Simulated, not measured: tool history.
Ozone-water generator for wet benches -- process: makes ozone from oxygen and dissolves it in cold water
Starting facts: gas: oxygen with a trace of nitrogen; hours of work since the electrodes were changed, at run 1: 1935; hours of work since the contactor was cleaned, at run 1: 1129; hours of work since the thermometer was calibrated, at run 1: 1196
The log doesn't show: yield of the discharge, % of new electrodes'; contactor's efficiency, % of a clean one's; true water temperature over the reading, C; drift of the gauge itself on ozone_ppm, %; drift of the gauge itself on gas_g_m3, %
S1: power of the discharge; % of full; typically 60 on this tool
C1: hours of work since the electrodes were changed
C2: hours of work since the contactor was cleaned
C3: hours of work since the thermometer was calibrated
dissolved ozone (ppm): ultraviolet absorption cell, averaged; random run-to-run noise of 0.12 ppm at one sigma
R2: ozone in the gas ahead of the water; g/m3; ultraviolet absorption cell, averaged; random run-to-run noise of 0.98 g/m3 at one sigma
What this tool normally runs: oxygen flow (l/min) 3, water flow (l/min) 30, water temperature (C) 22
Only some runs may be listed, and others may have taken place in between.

run 1 hour=0 | S1=60 oxygen_flow_(l/min)=3 water_flow_(l/min)=30 water_temperature_(C)=22 | C1=1935 C2=1129 C3=1196 | dissolved_ozone_(ppm)=9.7 R2=168.5
run 2 hour=52.3 | S1=60 oxygen_flow_(l/min)=3 water_flow_(l/min)=30 water_temperature_(C)=22 | C1=1976 C2=1170 C3=1236 | dissolved_ozone_(ppm)=10 R2=169.4
run 3 hour=89 | S1=60 oxygen_flow_(l/min)=3 water_flow_(l/min)=30 water_temperature_(C)=22 | C1=2004 C2=1199 C3=1265 | dissolved_ozone_(ppm)=9.7 R2=166.7
run 4 hour=118 | S1=60 oxygen_flow_(l/min)=3.75 water_flow_(l/min)=30 water_temperature_(C)=22 | C1=2027 C2=1221 C3=1287 | dissolved_ozone_(ppm)=10.9 R2=155.8
run 5 hour=170.3 | S1=60 oxygen_flow_(l/min)=3.75 water_flow_(l/min)=30 water_temperature_(C)=21 | C1=2068 C2=1262 C3=1328 | dissolved_ozone_(ppm)=10.8 R2=156.7
run 6 hour=217.9 | S1=60 oxygen_flow_(l/min)=3.75 water_flow_(l/min)=30 water_temperature_(C)=21 | C1=2105 C2=1299 C3=1365 | dissolved_ozone_(ppm)=10.8 R2=159.2
run 7 hour=254.3 | S1=60 oxygen_flow_(l/min)=3 water_flow_(l/min)=30 water_temperature_(C)=22 | C1=2133 C2=1327 C3=1394 | dissolved_ozone_(ppm)=9.8 R2=169.8
run 8 hour=292.5 | S1=60 oxygen_flow_(l/min)=3 water_flow_(l/min)=30 water_temperature_(C)=22 | C1=2163 C2=1357 C3=1423 | dissolved_ozone_(ppm)=10.1 R2=171.4
run 9 hour=352.7 | S1=60 oxygen_flow_(l/min)=3 water_flow_(l/min)=28 water_temperature_(C)=16 | C1=2210 C2=1404 C3=1470 | dissolved_ozone_(ppm)=10.9 R2=169.5
run 10 hour=413 | S1=43 oxygen_flow_(l/min)=3 water_flow_(l/min)=28 water_temperature_(C)=16 | C1=2257 C2=1451 C3=1517 | dissolved_ozone_(ppm)=8.5 R2=131.2
run 11 hour=467.6 | S1=77 oxygen_flow_(l/min)=2.72 water_flow_(l/min)=28 water_temperature_(C)=16 | C1=2299 C2=1494 C3=1560 | dissolved_ozone_(ppm)=12.8 R2=214.4
run 12 hour=495 | S1=88 oxygen_flow_(l/min)=3.22 water_flow_(l/min)=39 water_temperature_(C)=16 | C1=2321 C2=1515 C3=1581 | dissolved_ozone_(ppm)=10.9 R2=225.9
run 13 hour=550.5 | S1=88 oxygen_flow_(l/min)=3.22 water_flow_(l/min)=39 water_temperature_(C)=16 | C1=2364 C2=1558 C3=1624 | dissolved_ozone_(ppm)=10.9 R2=227.2
run 14 hour=598.6 | S1=42 oxygen_flow_(l/min)=2.69 water_flow_(l/min)=24 water_temperature_(C)=25 | C1=2401 C2=1596 C3=1662 | dissolved_ozone_(ppm)=8.5 R2=135.5
run 15 hour=634.3 | S1=42 oxygen_flow_(l/min)=5.04 water_flow_(l/min)=24 water_temperature_(C)=26 | C1=2429 C2=1623 C3=1690 | dissolved_ozone_(ppm)=10.3 R2=110.6
run 16 hour=667.2 | S1=42 oxygen_flow_(l/min)=5.04 water_flow_(l/min)=24 water_temperature_(C)=26 | C1=2455 C2=1649 C3=1715 | dissolved_ozone_(ppm)=10.6 R2=109.7

Each row is a separate what-if for the run after 16, all from the same tool condition, not one after another. Results?
run A hour=718.4 | S1=72 oxygen_flow_(l/min)=5.04 water_flow_(l/min)=26 water_temperature_(C)=26 | C1=2495 C2=1689 C3=1755 | dissolved_ozone_(ppm)=? R2=?
run B hour=718.4 | S1=71 oxygen_flow_(l/min)=5.04 water_flow_(l/min)=24 water_temperature_(C)=26 | C1=2495 C2=1689 C3=1755 | dissolved_ozone_(ppm)=? R2=?
run C hour=718.4 | S1=92 oxygen_flow_(l/min)=5.04 water_flow_(l/min)=44 water_temperature_(C)=26 | C1=2495 C2=1689 C3=1755 | dissolved_ozone_(ppm)=? R2=?
run D hour=718.4 | S1=60 oxygen_flow_(l/min)=5.04 water_flow_(l/min)=24 water_temperature_(C)=26 | C1=2495 C2=1689 C3=1755 | dissolved_ozone_(ppm)=? R2=?
run E hour=718.4 | S1=42 oxygen_flow_(l/min)=5.04 water_flow_(l/min)=24 water_temperature_(C)=15 | C1=2495 C2=1689 C3=1755 | dissolved_ozone_(ppm)=? R2=?

run=A dissolved_ozone_(ppm)=14.6 R2=168.6
run=B dissolved_ozone_(ppm)=15.6 R2=169.2
run=C dissolved_ozone_(ppm)=11.3 R2=205.1
run=D dissolved_ozone_(ppm)=13.6 R2=147.4
run=E dissolved_ozone_(ppm)=11.9 R2=111
Had the tool no hidden state, the same runs would have come out as:
run=A dissolved_ozone_(ppm)=14.6 R2=164
run=B dissolved_ozone_(ppm)=15.6 R2=164.7
run=C dissolved_ozone_(ppm)=11.3 R2=199.6
run=D dissolved_ozone_(ppm)=13.6 R2=143.4
run=E dissolved_ozone_(ppm)=11.9 R2=108
